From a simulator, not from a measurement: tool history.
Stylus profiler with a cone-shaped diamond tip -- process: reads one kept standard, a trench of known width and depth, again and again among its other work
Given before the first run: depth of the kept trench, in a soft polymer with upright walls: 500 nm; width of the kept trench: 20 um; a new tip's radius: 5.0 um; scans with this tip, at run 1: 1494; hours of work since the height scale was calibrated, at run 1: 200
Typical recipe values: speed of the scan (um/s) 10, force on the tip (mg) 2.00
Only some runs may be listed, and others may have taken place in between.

run    day  speed of the scan (um/s)  force on the tip (mg)  scans with this tip  hours of work since the height scale was calibrated  depth of the trench (nm)  width of the trench's floor (µm)
  1  0.000                        10                   2.00                 1494                                                  200                    505.55                             15.12
  2  0.900                        10                   2.00                 1615                                                  217                    505.69                             15.17
  3  2.108                        10                   2.00                 1778                                                  238                    505.42                             15.10
     2.233  -- height scale calibrated on a step standard
  4  3.054                        10                   2.00                 1903                                                   15                    505.36                             15.08
  5  4.196                         3                   2.00                 2057                                                   35                    505.37                             15.02
  6  4.975                        10                   3.16                 2161                                                   49                    507.44                             14.98
  7  5.879                        10                   3.16                 2283                                                   66                    507.12                             14.93
  8  6.796                         6                   1.24                 2406                                                   82                    503.42                             14.92
     7.117  -- height scale calibrated on a step standard, once more
  9  7.425                         9                   2.00                 2489                                                    6                    505.27                             14.88
 10  8.462                         9                   2.00                 2628                                                   24                    505.31                             14.86

Branching from run 10: 5 alternative next runs. What would each branch give?
  A  9.121                        39                   2.69                 2717                                                   36                         ?                                 ?
  B  9.121                         6                   2.64                 2717                                                   36                         ?                                 ?
  C  9.121                        22                   5.45                 2717                                                   36                         ?                                 ?
  D  9.121                         4                   2.00                 2717                                                   36                         ?                                 ?
  E  9.121                        34                   2.19                 2717                                                   36                         ?                                 ?

run  depth of the trench (nm)  width of the trench's floor (µm)
  A                    506.30                             14.72
  B                    506.41                             14.85
  C                    510.51                             14.80
  D                    505.14                             14.86
  E                    505.85                             14.72
Had the tool no hidden state, the same runs would have come out as:
run  depth of the trench (nm)  width of the trench's floor (µm)
  A                    506.59                             15.49
  B                    506.70                             15.63
  C                    510.80                             15.58
  D                    505.42                             15.63
  E                    506.14                             15.49

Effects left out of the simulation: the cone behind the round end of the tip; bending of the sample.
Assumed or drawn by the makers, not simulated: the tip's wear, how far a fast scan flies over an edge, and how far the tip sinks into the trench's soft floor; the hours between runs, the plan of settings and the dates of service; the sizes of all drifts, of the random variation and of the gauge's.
